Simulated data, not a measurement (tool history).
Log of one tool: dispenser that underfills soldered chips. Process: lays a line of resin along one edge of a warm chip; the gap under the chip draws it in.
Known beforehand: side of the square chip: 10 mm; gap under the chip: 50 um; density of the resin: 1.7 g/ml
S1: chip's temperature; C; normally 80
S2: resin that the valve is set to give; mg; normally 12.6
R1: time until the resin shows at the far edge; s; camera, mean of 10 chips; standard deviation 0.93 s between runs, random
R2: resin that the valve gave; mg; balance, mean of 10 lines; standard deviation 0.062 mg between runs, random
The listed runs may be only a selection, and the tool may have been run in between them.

{"run": 1, "hour": 0.0, "S1": 80, "S2": 12.6, "R1": 109.0, "R2": 11.89}
{"hour": 2.7, "done": "new syringe of resin"}
{"run": 2, "hour": 2.7, "S1": 80, "S2": 12.6, "R1": 89.2, "R2": 11.9}
{"run": 3, "hour": 6.8, "S1": 80, "S2": 12.6, "R1": 99.8, "R2": 11.76}
{"run": 4, "hour": 11.9, "S1": 80, "S2": 16.0, "R1": 117.3, "R2": 15.03}
{"hour": 12.8, "done": "new syringe of resin"}
{"run": 5, "hour": 17.4, "S1": 75, "S2": 16.0, "R1": 130.7, "R2": 14.73}
{"hour": 23.2, "done": "new syringe of resin"}
{"run": 6, "hour": 23.3, "S1": 75, "S2": 14.6, "R1": 110.1, "R2": 13.4}
{"run": 7, "hour": 28.3, "S1": 75, "S2": 14.6, "R1": 132.3, "R2": 13.45}
{"run": 8, "hour": 31.4, "S1": 81, "S2": 12.6, "R1": 110.0, "R2": 11.55}
{"hour": 33.5, "done": "new syringe of resin"}
{"run": 9, "hour": 35.0, "S1": 81, "S2": 12.6, "R1": 86.9, "R2": 11.62}
{"run": 10, "hour": 39.6, "S1": 80, "S2": 14.3, "R1": 103.7, "R2": 13.21}
{"hour": 43.3, "done": "new syringe of resin"}
{"run": 11, "hour": 43.4, "S1": 80, "S2": 13.4, "R1": 85.0, "R2": 12.36}
{"run": 12, "hour": 46.0, "S1": 80, "S2": 12.6, "R1": 92.8, "R2": 11.33}
{"run": 13, "hour": 51.0, "S1": 80, "S2": 14.9, "R1": 108.5, "R2": 13.61}
{"hour": 53.5, "done": "new syringe of resin"}
{"run": 14, "hour": 54.5, "S1": 80, "S2": 10.9, "R1": 93.1, "R2": 9.96}
{"run": 15, "hour": 59.1, "S1": 80, "S2": 10.9, "R1": 109.0, "R2": 9.86}
{"hour": 63.8, "done": "new syringe of resin"}
{"run": 16, "hour": 64.1, "S1": 80, "S2": 12.6, "R1": 88.6, "R2": 11.52}
{"run": 17, "hour": 68.4, "S1": 80, "S2": 12.6, "R1": 102.0, "R2": 11.41}
{"run": 18, "hour": 72.2, "S1": 80, "S2": 12.6, "R1": 115.4, "R2": 11.39}
{"hour": 73.8, "done": "new syringe of resin"}
{"hour": 75.3, "done": "dispensing valve cleaned and set on the balance"}
{"run": 19, "hour": 78.9, "S1": 80, "S2": 12.6, "R1": 98.0, "R2": 12.55}
{"run": 20, "hour": 82.6, "S1": 71, "S2": 12.3, "R1": 173.0, "R2": 12.14}
{"hour": 84.9, "done": "new syringe of resin"}
{"run": 21, "hour": 87.5, "S1": 83, "S2": 11.9, "R1": 79.4, "R2": 11.8}
{"run": 22, "hour": 91.8, "S1": 83, "S2": 11.9, "R1": 91.4, "R2": 11.91}
{"hour": 94.9, "done": "new syringe of resin"}
{"run": 23, "hour": 97.4, "S1": 72, "S2": 13.8, "R1": 131.6, "R2": 13.68}
{"run": 24, "hour": 102.2, "S1": 72, "S2": 13.8, "R1": 158.6, "R2": 13.75}
{"hour": 105.0, "done": "new syringe of resin"}
{"run": 25, "hour": 106.1, "S1": 95, "S2": 11.3, "R1": 43.4, "R2": 11.13}
{"run": 26, "hour": 110.2, "S1": 95, "S2": 11.3, "R1": 50.1, "R2": 11.05}
{"hour": 114.9, "done": "new syringe of resin"}
{"run": 27, "hour": 115.6, "S1": 83, "S2": 11.4, "R1": 74.7, "R2": 11.09}
{"run": 28, "hour": 119.9, "S1": 72, "S2": 15.1, "R1": 146.1, "R2": 14.8}
{"run": 29, "hour": 123.3, "S1": 91, "S2": 16.2, "R1": 63.6, "R2": 15.9}
{"hour": 125.2, "done": "new syringe of resin"}
{"run": 30, "hour": 127.3, "S1": 80, "S2": 12.2, "R1": 90.6, "R2": 11.91}
{"run": 31, "hour": 131.3, "S1": 94, "S2": 12.2, "R1": 52.0, "R2": 11.89}
{"run": 32, "hour": 134.4, "S1": 73, "S2": 10.8, "R1": 170.1, "R2": 10.45}
{"hour": 135.4, "done": "new syringe of resin"}
{"run": 33, "hour": 139.4, "S1": 73, "S2": 10.8, "R1": 143.7, "R2": 10.39}
{"run": 34, "hour": 144.8, "S1": 69, "S2": 13.1, "R1": 202.6, "R2": 12.65}
{"hour": 145.5, "done": "new syringe of resin"}
{"run": 35, "hour": 148.5, "S1": 69, "S2": 13.1, "R1": 167.3, "R2": 12.71}
{"run": 36, "hour": 152.5, "S1": 89, "S2": 13.1, "R1": 69.5, "R2": 12.64}
{"run": 37, "hour": 154.8, "S1": 82, "S2": 10.8, "R1": 111.7, "R2": 10.5}

Measured less the same run without the tool's hidden state. The same run-to-run variation is in both; the gauge's scatter may not be:
The hidden state here: resin's viscosity, % of fresh resin's; dose that the valve gives, % of what is set; true chip temperature over the reading, C; drift of the gauge itself on fill_s, %; drift of the gauge itself on given_mg, %.
run=1 R1=+23.1 R2=-0.80
run=2 R1=+0.0 R2=-0.82
run=3 R1=+12.8 R2=-0.85
run=4 R1=+29.9 R2=-1.11
run=5 R1=+17.5 R2=-1.13
run=6 R1=+0.3 R2=-1.07
run=7 R1=+20.6 R2=-1.11
run=8 R1=+26.9 R2=-0.98
run=9 R1=+4.2 R2=-1.00
run=10 R1=+17.9 R2=-1.17
run=11 R1=-1.7 R2=-1.12
run=12 R1=+6.4 R2=-1.06
run=13 R1=+21.9 R2=-1.31
run=14 R1=+2.8 R2=-0.96
run=15 R1=+18.0 R2=-0.99
run=16 R1=+0.8 R2=-1.17
run=17 R1=+14.4 R2=-1.19
run=18 R1=+27.8 R2=-1.21
run=19 R1=+10.1 R2=-0.05
run=20 R1=+35.1 R2=-0.06
run=21 R1=+4.1 R2=-0.09
run=22 R1=+16.1 R2=-0.11
run=23 R1=+4.1 R2=-0.16
run=24 R1=+27.7 R2=-0.19
run=25 R1=+0.2 R2=-0.18
run=26 R1=+6.6 R2=-0.20
run=27 R1=-1.1 R2=-0.23
run=28 R1=+16.4 R2=-0.34
run=29 R1=+13.2 R2=-0.39
run=30 R1=+2.7 R2=-0.31
run=31 R1=+7.9 R2=-0.33
run=32 R1=+40.0 R2=-0.31
run=33 R1=+13.6 R2=-0.34
run=34 R1=+47.9 R2=-0.44
run=35 R1=+12.1 R2=-0.46
run=36 R1=+13.1 R2=-0.49
run=37 R1=+28.6 R2=-0.42

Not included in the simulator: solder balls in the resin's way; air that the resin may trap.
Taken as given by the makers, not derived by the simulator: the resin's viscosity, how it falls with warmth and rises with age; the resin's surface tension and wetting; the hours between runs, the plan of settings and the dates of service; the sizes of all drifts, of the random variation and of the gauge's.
